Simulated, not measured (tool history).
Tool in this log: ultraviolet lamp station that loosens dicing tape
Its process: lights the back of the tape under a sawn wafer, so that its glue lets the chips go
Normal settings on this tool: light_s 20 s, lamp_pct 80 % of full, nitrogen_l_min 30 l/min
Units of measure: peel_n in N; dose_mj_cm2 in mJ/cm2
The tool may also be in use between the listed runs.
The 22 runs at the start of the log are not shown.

run,hour,light_s,lamp_pct,nitrogen_l_min,peel_n,dose_mj_cm2
23,504.3,14,67,10,3.385,229
24,524.9,36,63,12,0.885,552
25,546.6,28,80,30,0.591,534
26,562.2,12,63,27,3.287,178
27,576.3,29,90,14,0.639,617
28,593.9,29,90,14,0.654,613
29,610.8,25,62,25,1.320,363
30,636.8,21,72,10,2.116,350
31,653.6,20,80,21,1.433,366
32,681.0,20,73,30,1.466,331
33,701.7,20,90,30,0.988,405
34,734.6,20,80,10,2.075,360
35,752.0,14,73,28,2.526,227
36,768.7,14,73,28,2.613,224
37,794.0,14,73,28,2.568,221
38,821.5,15,73,11,3.287,235
39,849.5,37,65,17,0.858,512
40,873.2,20,80,15,1.966,332
41,904.0,14,73,30,2.673,208
42,926.2,20,77,19,1.879,315
43,940.2,13,80,26,2.789,213

Each row is a separate what-if for the run after 43, all from the same tool condition, not one after another. Results?
A,955.6,20,72,12,?,?
B,955.6,23,80,12,?,?
C,955.6,13,91,26,?,?

run,peel_n,dose_mj_cm2
A,2.458,294
B,1.714,376
C,2.490,238
Had the tool no hidden state, the same runs would have come out as:
run,peel_n,dose_mj_cm2
A,1.355,439
B,0.840,562
C,1.366,356
